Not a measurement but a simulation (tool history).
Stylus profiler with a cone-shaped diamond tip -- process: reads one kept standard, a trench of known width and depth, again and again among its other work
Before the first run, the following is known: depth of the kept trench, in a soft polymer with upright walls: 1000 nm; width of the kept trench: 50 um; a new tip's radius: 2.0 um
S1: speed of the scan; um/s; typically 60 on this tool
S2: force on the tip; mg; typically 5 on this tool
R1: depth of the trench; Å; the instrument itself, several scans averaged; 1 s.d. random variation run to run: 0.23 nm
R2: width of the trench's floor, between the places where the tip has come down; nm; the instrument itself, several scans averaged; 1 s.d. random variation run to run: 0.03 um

{"run": 1, "hour": 0.0, "S1": 60, "S2": 5, "R1": 10118.5, "R2": 45770}
{"run": 2, "hour": 22.5, "S1": 60, "S2": 5, "R1": 10120.1, "R2": 45740}
{"run": 3, "hour": 65.3, "S1": 60, "S2": 5, "R1": 10121.2, "R2": 45700}
{"run": 4, "hour": 109.1, "S1": 60, "S2": 5, "R1": 10117.5, "R2": 45730}
{"run": 5, "hour": 155.5, "S1": 60, "S2": 3.65, "R1": 10091.8, "R2": 45670}
{"run": 6, "hour": 195.6, "S1": 60, "S2": 3.65, "R1": 10093, "R2": 45640}
{"run": 7, "hour": 225.7, "S1": 60, "S2": 5, "R1": 10117.3, "R2": 45650}
{"run": 8, "hour": 261.9, "S1": 44, "S2": 5, "R1": 10115, "R2": 45710}
{"run": 9, "hour": 286.5, "S1": 44, "S2": 5, "R1": 10113.6, "R2": 45690}
{"hour": 290.1, "done": "height scale calibrated on a step standard"}
{"run": 10, "hour": 331.1, "S1": 44, "S2": 5, "R1": 10101, "R2": 45650}
{"run": 11, "hour": 370.1, "S1": 44, "S2": 5, "R1": 10102.9, "R2": 45600}
{"run": 12, "hour": 393.3, "S1": 44, "S2": 5, "R1": 10097.8, "R2": 45600}
{"run": 13, "hour": 422.3, "S1": 33, "S2": 4.86, "R1": 10094.4, "R2": 45640}
{"run": 14, "hour": 445.0, "S1": 89, "S2": 1.68, "R1": 10025.3, "R2": 45290}
{"run": 15, "hour": 467.7, "S1": 89, "S2": 1.68, "R1": 10026.5, "R2": 45280}
{"run": 16, "hour": 499.7, "S1": 60, "S2": 10.65, "R1": 10193.4, "R2": 45580}
{"run": 17, "hour": 532.1, "S1": 127, "S2": 12.44, "R1": 10213.5, "R2": 45470}
{"run": 18, "hour": 556.3, "S1": 44, "S2": 5, "R1": 10100.6, "R2": 45530}
{"hour": 570.7, "done": "height scale calibrated on a step standard, once more"}
{"run": 19, "hour": 599.4, "S1": 83, "S2": 10.19, "R1": 10227.7, "R2": 45490}
{"run": 20, "hour": 632.2, "S1": 158, "S2": 3.71, "R1": 10113.3, "R2": 45140}
{"run": 21, "hour": 651.7, "S1": 39, "S2": 3.6, "R1": 10110.4, "R2": 45540}
{"run": 22, "hour": 676.4, "S1": 39, "S2": 3.6, "R1": 10107.4, "R2": 45520}

Selected run-to-run steps in R1, each split into two signed amounts: the part the tool would show with no hidden state at all (from settings, incoming material and random variation), and the remainder, which goes to the hidden state together with any gauge scatter not common to the measured and the hidden-state-free results:
The tool's hidden condition here consists of: radius of the tip, um; height scale over the true one, %; drift of the gauge itself on depth_nm, %; drift of the gauge itself on floor_um, %.
Run 9 -> 10: height scale calibrated on a step standard. R1 -12.6 Å: hidden state -16.9, all else +4.3.
Run 15 -> 16: S1 89 -> 60, S2 1.68 -> 10.65. R1 +166.9 Å: hidden state -1, all else +167.9.
Run 18 -> 19: S1 44 -> 83, S2 5 -> 10.19, height scale calibrated on a step standard, once more. R1 +127.1 Å: hidden state +43.2, all else +83.9.
